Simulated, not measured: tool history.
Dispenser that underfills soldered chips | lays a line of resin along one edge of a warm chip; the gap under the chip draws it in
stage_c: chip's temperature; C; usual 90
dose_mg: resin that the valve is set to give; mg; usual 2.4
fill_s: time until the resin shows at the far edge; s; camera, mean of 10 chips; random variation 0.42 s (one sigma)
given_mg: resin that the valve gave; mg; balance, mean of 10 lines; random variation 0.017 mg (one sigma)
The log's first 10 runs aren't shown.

| run | hour | stage_c | dose_mg | hours of work since the syringe was changed | hours of work since the valve was cleaned | hours of work since the stage was calibrated | fill_s | given_mg |
|---|---|---|---|---|---|---|---|---|
| 11 | 97.8 | 90 | 2.29 | 5 | 46 | 385 | 38.2 | 2.24 |
|  | 104.8 | new syringe of resin |
| 12 | 110.8 | 90 | 2.4 | 4 | 55 | 394 | 35.9 | 2.32 |
|  | 119.2 | new syringe of resin |
| 13 | 122 | 90 | 2.4 | 2 | 62 | 401 | 30.8 | 2.33 |
| 14 | 127.6 | 96 | 2.4 | 6 | 66 | 405 | 31 | 2.31 |
|  | 133.5 | new syringe of resin |
| 15 | 138.5 | 96 | 2.4 | 3 | 73 | 413 | 26.4 | 2.3 |
|  | 147.4 | new syringe of resin |
| 16 | 148.3 | 96 | 2.4 | 1 | 80 | 419 | 21.6 | 2.3 |
| 17 | 156.3 | 90 | 2.08 | 6 | 86 | 425 | 42.3 | 2.03 |
|  | 161.5 | new syringe of resin |
| 18 | 164.8 | 90 | 2.08 | 2 | 91 | 430 | 32.3 | 1.95 |
| 19 | 174.3 | 94 | 2.88 | 9 | 98 | 437 | 41.9 | 2.71 |
|  | 175.7 | new syringe of resin |
| 20 | 186.5 | 103 | 2.91 | 7 | 106 | 445 | 25.8 | 2.77 |
|  | 190.2 | new syringe of resin |
| 21 | 193.6 | 80 | 2.2 | 2 | 111 | 450 | 48.2 | 2.11 |
| 22 | 200.7 | 80 | 2.2 | 7 | 116 | 455 | 68.7 | 2.09 |
|  | 204.2 | new syringe of resin |
| 23 | 206.5 | 80 | 2.2 | 2 | 120 | 459 | 47 | 2.08 |
|  | 210.9 | dispensing valve cleaned and set on the balance |
| 24 | 216.3 | 80 | 3.03 | 8 | 4 | 465 | 67.2 | 3.01 |
|  | 219.1 | new syringe of resin |
| 25 | 224.6 | 95 | 2.4 | 4 | 9 | 470 | 28.9 | 2.36 |
|  | 233.3 | new syringe of resin |
| 26 | 236.8 | 95 | 2.4 | 2 | 18 | 479 | 26 | 2.42 |
|  | 247.6 | new syringe of resin |
| 27 | 250 | 95 | 2.4 | 2 | 27 | 488 | 24.2 | 2.4 |
| 28 | 260.9 | 81 | 2.51 | 9 | 34 | 495 | 72.4 | 2.47 |
|  | 261.7 | new syringe of resin |
| 29 | 266.5 | 95 | 2.29 | 3 | 38 | 499 | 27.2 | 2.25 |
| 30 | 273.4 | 76 | 2.66 | 8 | 43 | 504 | 82.6 | 2.58 |
|  | 276.2 | new syringe of resin |
| 31 | 284.9 | 84 | 2.3 | 6 | 50 | 511 | 51.2 | 2.25 |
|  | 290.4 | new syringe of resin |
| 32 | 294.8 | 95 | 2.28 | 3 | 57 | 518 | 26.5 | 2.25 |
|  | 304.8 | new syringe of resin |
| 33 | 306.9 | 97 | 2.28 | 1 | 65 | 526 | 21.9 | 2.21 |

Forecast each of these 5 alternatives for the next run:
| A | 317.6 | 90 | 2.27 | 9 | 73 | 534 | ? | ? |
| B | 317.6 | 90 | 2.26 | 9 | 73 | 534 | ? | ? |
| C | 317.6 | 90 | 2.99 | 9 | 73 | 534 | ? | ? |
| D | 317.6 | 104 | 2.11 | 9 | 73 | 534 | ? | ? |
| E | 317.6 | 97 | 2.24 | 9 | 73 | 534 | ? | ? |

| run | fill_s | given_mg |
|---|---|---|
| A | 48.9 | 2.17 |
| B | 50.2 | 2.21 |
| C | 48.1 | 2.9 |
| D | 29.3 | 2.05 |
| E | 37.8 | 2.17 |
Without the tool's hidden state the same runs would have given:
| run | fill_s | given_mg |
|---|---|---|
| A | 28.9 | 2.24 |
| B | 29.9 | 2.28 |
| C | 28.6 | 2.99 |
| D | 17.2 | 2.12 |
| E | 22.5 | 2.24 |

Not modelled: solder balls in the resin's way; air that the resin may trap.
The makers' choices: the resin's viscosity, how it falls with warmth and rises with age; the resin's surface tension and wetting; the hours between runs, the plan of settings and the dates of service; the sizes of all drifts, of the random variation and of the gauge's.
